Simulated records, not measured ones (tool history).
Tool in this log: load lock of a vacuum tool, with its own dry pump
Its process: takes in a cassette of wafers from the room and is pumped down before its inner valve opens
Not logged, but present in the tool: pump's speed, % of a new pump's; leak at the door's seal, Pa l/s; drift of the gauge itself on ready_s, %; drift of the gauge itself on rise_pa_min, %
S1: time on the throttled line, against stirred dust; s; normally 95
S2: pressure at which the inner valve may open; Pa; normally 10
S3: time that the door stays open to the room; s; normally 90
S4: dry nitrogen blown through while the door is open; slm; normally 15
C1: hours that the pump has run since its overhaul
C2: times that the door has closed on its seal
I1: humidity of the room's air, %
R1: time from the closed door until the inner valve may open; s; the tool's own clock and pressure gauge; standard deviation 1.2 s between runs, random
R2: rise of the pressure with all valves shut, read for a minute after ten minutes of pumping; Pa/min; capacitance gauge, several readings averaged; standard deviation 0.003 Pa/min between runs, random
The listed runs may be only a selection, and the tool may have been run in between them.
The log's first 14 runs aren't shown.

{"run": 15, "hour": 947.8, "S1": 95, "S2": 10, "S3": 90, "S4": 15, "C1": 5261, "C2": 21020, "I1": 44.9, "R1": 199.6, "R2": 0.103}
{"run": 16, "hour": 1041.4, "S1": 136, "S2": 10, "S3": 90, "S4": 15, "C1": 5355, "C2": 21447, "I1": 45.1, "R1": 231.9, "R2": 0.105}
{"run": 17, "hour": 1135.1, "S1": 157, "S2": 10, "S3": 30, "S4": 15, "C1": 5449, "C2": 21874, "I1": 41.8, "R1": 251.7, "R2": 0.078}
{"run": 18, "hour": 1176.9, "S1": 157, "S2": 11, "S3": 30, "S4": 7, "C1": 5490, "C2": 22065, "I1": 44.5, "R1": 248.8, "R2": 0.081}
{"run": 19, "hour": 1216.4, "S1": 151, "S2": 11, "S3": 213, "S4": 39, "C1": 5530, "C2": 22245, "I1": 43.7, "R1": 243.1, "R2": 0.122}
{"run": 20, "hour": 1277.0, "S1": 71, "S2": 10, "S3": 91, "S4": 15, "C1": 5591, "C2": 22522, "I1": 47.6, "R1": 179.5, "R2": 0.106}
{"run": 21, "hour": 1348.9, "S1": 95, "S2": 11, "S3": 90, "S4": 14, "C1": 5662, "C2": 22850, "I1": 43.4, "R1": 198.8, "R2": 0.105}
{"run": 22, "hour": 1432.6, "S1": 95, "S2": 11, "S3": 90, "S4": 6, "C1": 5746, "C2": 23231, "I1": 43.8, "R1": 199.4, "R2": 0.12}
{"run": 23, "hour": 1471.9, "S1": 103, "S2": 11, "S3": 127, "S4": 6, "C1": 5785, "C2": 23411, "I1": 47.1, "R1": 204.1, "R2": 0.147}
{"run": 24, "hour": 1537.4, "S1": 103, "S2": 17, "S3": 127, "S4": 20, "C1": 5851, "C2": 23710, "I1": 43.1, "R1": 201.1, "R2": 0.12}
{"run": 25, "hour": 1593.8, "S1": 68, "S2": 12, "S3": 127, "S4": 14, "C1": 5907, "C2": 23967, "I1": 46.5, "R1": 174.5, "R2": 0.135}
{"run": 26, "hour": 1669.2, "S1": 95, "S2": 12, "S3": 26, "S4": 15, "C1": 5983, "C2": 24311, "I1": 44.8, "R1": 199.2, "R2": 0.082}
{"run": 27, "hour": 1743.8, "S1": 71, "S2": 12, "S3": 68, "S4": 14, "C1": 6057, "C2": 24651, "I1": 46.0, "R1": 178.5, "R2": 0.105}
{"run": 28, "hour": 1788.2, "S1": 71, "S2": 8, "S3": 40, "S4": 14, "C1": 6102, "C2": 24854, "I1": 43.9, "R1": 184.3, "R2": 0.101}
{"run": 29, "hour": 1878.8, "S1": 71, "S2": 9, "S3": 126, "S4": 14, "C1": 6192, "C2": 25267, "I1": 48.9, "R1": 184.4, "R2": 0.146}
{"run": 30, "hour": 1966.7, "S1": 71, "S2": 9, "S3": 126, "S4": 14, "C1": 6280, "C2": 25668, "I1": 44.6, "R1": 181.9, "R2": 0.135}
{"run": 31, "hour": 2012.5, "S1": 95, "S2": 10, "S3": 54, "S4": 4, "C1": 6326, "C2": 25877, "I1": 46.8, "R1": 200.6, "R2": 0.114}
{"run": 32, "hour": 2072.6, "S1": 141, "S2": 12, "S3": 90, "S4": 15, "C1": 6386, "C2": 26151, "I1": 42.1, "R1": 233.2, "R2": 0.118}

Below are 4 alternative next runs, each starting from the tool's condition after run 32. Predict each:
{"run": "A", "hour": 2151.5, "S1": 141, "S2": 12, "S3": 31, "S4": 15, "C1": 6465, "C2": 26511, "I1": 46.4, "R1": "?", "R2": "?"}
{"run": "B", "hour": 2151.5, "S1": 141, "S2": 9, "S3": 118, "S4": 16, "C1": 6465, "C2": 26511, "I1": 43.4, "R1": "?", "R2": "?"}
{"run": "C", "hour": 2151.5, "S1": 54, "S2": 10, "S3": 188, "S4": 15, "C1": 6465, "C2": 26511, "I1": 44.5, "R1": "?", "R2": "?"}
{"run": "D", "hour": 2151.5, "S1": 95, "S2": 11, "S3": 29, "S4": 11, "C1": 6465, "C2": 26511, "I1": 48.6, "R1": "?", "R2": "?"}

run=A R1=237.4 R2=0.099
run=B R1=240.4 R2=0.131
run=C R1=169.4 R2=0.156
run=D R1=198.1 R2=0.099
Without the tool's hidden state the same runs would have given:
run=A R1=228.5 R2=0.025
run=B R1=231.2 R2=0.057
run=C R1=158.5 R2=0.083
run=D R1=188.5 R2=0.026
